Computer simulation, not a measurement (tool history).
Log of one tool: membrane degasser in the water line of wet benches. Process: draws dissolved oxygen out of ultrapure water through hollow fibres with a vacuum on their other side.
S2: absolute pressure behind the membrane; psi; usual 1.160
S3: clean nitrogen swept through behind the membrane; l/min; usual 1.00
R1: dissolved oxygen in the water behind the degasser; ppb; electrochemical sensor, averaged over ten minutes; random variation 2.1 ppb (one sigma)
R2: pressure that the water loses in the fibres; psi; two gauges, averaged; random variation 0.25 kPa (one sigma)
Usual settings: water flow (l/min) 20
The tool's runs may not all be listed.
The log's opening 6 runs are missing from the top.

Run 7, hour 636.1: usual settings. Result: R1 274.1 ppb, R2 9.612 psi.
Run 8, hour 736.3: usual settings but S3 1.42 l/min. Result: R1 217.3 ppb, R2 9.557 psi.
Run 9, hour 829.8: usual settings but S3 1.42 l/min. Result: R1 215.7 ppb, R2 9.529 psi.
Run 10, hour 891.6: usual settings but S3 1.42 l/min. Result: R1 219.6 ppb, R2 9.599 psi.
Run 11, hour 960.9: usual settings but S2 1.577 psi, S3 1.42 l/min. Result: R1 304.9 ppb, R2 9.619 psi.
Run 12, hour 1023.0: usual settings but S2 1.577 psi, S3 1.42 l/min. Result: R1 307.7 ppb, R2 9.555 psi.
Run 13, hour 1105.7: usual settings but S2 1.577 psi, S3 1.42 l/min. Result: R1 303.3 ppb, R2 9.510 psi.
Run 14, hour 1166.8: usual settings. Result: R1 273.1 ppb, R2 9.597 psi.
Run 15, hour 1255.7: usual settings. Result: R1 277.3 ppb, R2 9.535 psi.
Run 16, hour 1305.7: usual settings. Result: R1 268.8 ppb, R2 9.548 psi.
Run 17, hour 1402.5: usual settings but water flow (l/min) 24, S2 1.292 psi, S3 1.09 l/min. Result: R1 354.0 ppb, R2 11.451 psi.
Run 18, hour 1467.8: usual settings but water flow (l/min) 24, S2 1.102 psi, S3 2.37 l/min. Result: R1 191.7 ppb, R2 11.420 psi.
Run 19, hour 1548.5: usual settings but water flow (l/min) 12, S2 2.831 psi, S3 0.61 l/min. Result: R1 690.0 ppb, R2 5.738 psi.
Run 20, hour 1659.1: usual settings but water flow (l/min) 21, S2 2.367 psi, S3 0.71 l/min. Result: R1 809.9 ppb, R2 9.934 psi.
Run 21, hour 1776.7: usual settings but water flow (l/min) 24, S2 1.588 psi, S3 1.62 l/min. Result: R1 338.0 ppb, R2 11.384 psi.
Run 22, hour 1865.9: usual settings but water flow (l/min) 24, S2 1.588 psi, S3 1.62 l/min. Result: R1 337.2 ppb, R2 11.378 psi.
Run 23, hour 1934.1: usual settings but water flow (l/min) 23, S2 1.417 psi, S3 2.18 l/min. Result: R1 239.3 ppb, R2 10.908 psi.
Run 24, hour 2017.1: usual settings but S2 1.569 psi, S3 0.90 l/min. Result: R1 417.0 ppb, R2 9.491 psi.
Run 25, hour 2067.8: usual settings but S2 0.753 psi, S3 1.02 l/min. Result: R1 150.8 ppb, R2 9.559 psi.
Run 26, hour 2124.4: usual settings but water flow (l/min) 15, S2 1.028 psi, S3 2.45 l/min. Result: R1 99.2 ppb, R2 7.068 psi.

For run 27, what comes out?
Run 27, hour 2215.0: usual settings but water flow (l/min) 15, S2 0.728 psi, S3 2.45 l/min. Result: R1 ?, R2 ?.

Run 27 yielded R1 68.1 ppb, R2 7.046 psi.
The same run, on a tool lacking any hidden state, would have yielded R1 67.9 ppb, R2 7.188 psi.
